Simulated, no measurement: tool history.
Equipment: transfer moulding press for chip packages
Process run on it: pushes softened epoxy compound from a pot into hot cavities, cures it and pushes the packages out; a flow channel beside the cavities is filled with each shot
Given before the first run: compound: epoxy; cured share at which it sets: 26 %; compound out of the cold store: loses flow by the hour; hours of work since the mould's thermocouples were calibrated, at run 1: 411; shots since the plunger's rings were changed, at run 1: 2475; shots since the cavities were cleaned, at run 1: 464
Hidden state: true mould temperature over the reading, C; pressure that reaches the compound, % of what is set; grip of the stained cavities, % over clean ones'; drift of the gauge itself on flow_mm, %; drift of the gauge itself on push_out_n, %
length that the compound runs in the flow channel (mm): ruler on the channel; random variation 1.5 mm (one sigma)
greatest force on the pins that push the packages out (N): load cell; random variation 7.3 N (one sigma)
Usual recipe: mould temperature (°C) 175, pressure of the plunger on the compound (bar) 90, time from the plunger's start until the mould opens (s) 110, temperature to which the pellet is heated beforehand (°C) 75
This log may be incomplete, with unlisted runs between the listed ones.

run	hour	mould temperature (°C)	pressure of the plunger on the compound (bar)	time from the plunger's start until the mould opens (s)	temperature to which the pellet is heated beforehand (°C)	hours of work since the mould's thermocouples were calibrated	shots since the plunger's rings were changed	shots since the cavities were cleaned	incoming compound's hours out of the cold store	length that the compound runs in the flow channel (mm)	greatest force on the pins that push the packages out (N)
1	0	175	90	110	75	411	2475	464	12.6	593	496
# hour 43: cavities cleaned with cleaning compound and waxed
# hour 71: plunger's sealing rings changed
2	75.9	175	90	110	79	463	56	342	34.6	552	449
# hour 131: cavities cleaned with cleaning compound and waxed
3	139.4	175	90	110	75	509	753	95	24.4	574	404
# hour 217: cavities cleaned with cleaning compound and waxed
4	217.9	175	90	110	75	566	1619	10	8.9	610	385
# hour 304: cavities cleaned with cleaning compound and waxed
5	311.2	175	90	110	75	633	2651	82	11.2	592	391
6	354.4	175	90	110	75	665	3137	568	12.3	582	472
# hour 369.9: plunger's sealing rings changed
# hour 391.2: cavities cleaned with cleaning compound and waxed
7	423.5	175	90	110	75	713	586	363	8	619	446
# hour 477.9: cavities cleaned with cleaning compound and waxed
8	504.6	175	90	110	75	772	1482	301	39.9	528	420
9	544	175	90	110	75	801	1925	744	14.2	589	499
# hour 561: cavities cleaned with cleaning compound and waxed
# hour 599.5: mould's thermocouples calibrated
10	611	175	90	110	75	8	2639	540	14.4	586	491
# hour 646.2: cavities cleaned with cleaning compound and waxed
# hour 666.5: plunger's sealing rings changed
11	671.6	175	90	110	75	50	58	259	20.4	591	458
# hour 732.7: cavities cleaned with cleaning compound and waxed
12	746.4	175	89.7	110	75	104	882	154	21.4	580	419
# hour 815.6: cavities cleaned with cleaning compound and waxed
13	823.5	175	90	110	75	160	1732	89	17.5	582	425
# hour 901.1: cavities cleaned with cleaning compound and waxed
14	919	175	106.1	110	75	229	2789	202	39.6	564	422
# hour 963.5: plunger's sealing rings changed
# hour 985.4: cavities cleaned with cleaning compound and waxed
15	1016.6	175	106.1	110	75	298	580	350	42.6	574	449
# hour 1067.6: cavities cleaned with cleaning compound and waxed
16	1090.1	175	91.3	149	75	351	1390	253	12	603	356
# hour 1148.9: cavities cleaned with cleaning compound and waxed
17	1177.6	180	102	118	80	414	2358	323	23.5	593	376
18	1227	180	90	135	73	451	2913	878	25.1	547	425
# hour 1236.9: cavities cleaned with cleaning compound and waxed
# hour 1262.5: plunger's sealing rings changed
19	1311.4	173	90	92	69	510	550	810	47.6	522	795
# hour 1324.2: cavities cleaned with cleaning compound and waxed
20	1351.9	175	85.7	110	71	538	989	312	33.9	535	432
21	1395.1	175	85.7	110	71	570	1474	797	46.5	503	497
# hour 1407.7: cavities cleaned with cleaning compound and waxed
22	1479.8	176	96.5	94	77	632	2410	811	19.3	589	606
# hour 1490.4: cavities cleaned with cleaning compound and waxed
# hour 1561.9: plunger's sealing rings changed
23	1571.8	177	90	109	75	696	111	887	29.2	561	479
# hour 1577.5: cavities cleaned with cleaning compound and waxed
# hour 1662.8: cavities cleaned with cleaning compound and waxed
24	1662.8	175	90	102	66	761	1100	0	22.2	576	438
25	1708.2	173	90	110	80	794	1611	511	24.7	564	499
# hour 1744.2: cavities cleaned with cleaning compound and waxed
26	1756.8	171	90	131	80	829	2140	142	45.3	517	374
# hour 1769.9: mould's thermocouples calibrated
27	1823	171	90	131	80	39	2862	864	17	583	475

Subtracting, for every run, the result it would have given without the tool's unlogged condition from the measured result gives the following. The same run-to-run variation enters both numbers; the gauge's scatter may not:
run	length that the compound runs in the flow channel (mm)	greatest force on the pins that push the packages out (N)
1	-23	+100
2	-2	+71
3	-8	+19
4	-17	-11
5	-27	+8
6	-31	+92
7	-9	+60
8	-15	+49
9	-21	+109
10	-24	+111
11	-2	+65
12	-10	+41
13	-17	+25
14	-27	+47
15	-7	+66
16	-14	+51
17	-22	+60
18	-26	+116
19	-6	+176
20	-9	+56
21	-12	+117
22	-24	+133
23	-5	+118
24	-14	-24
25	-19	+77
26	-21	+16
27	-28	+124
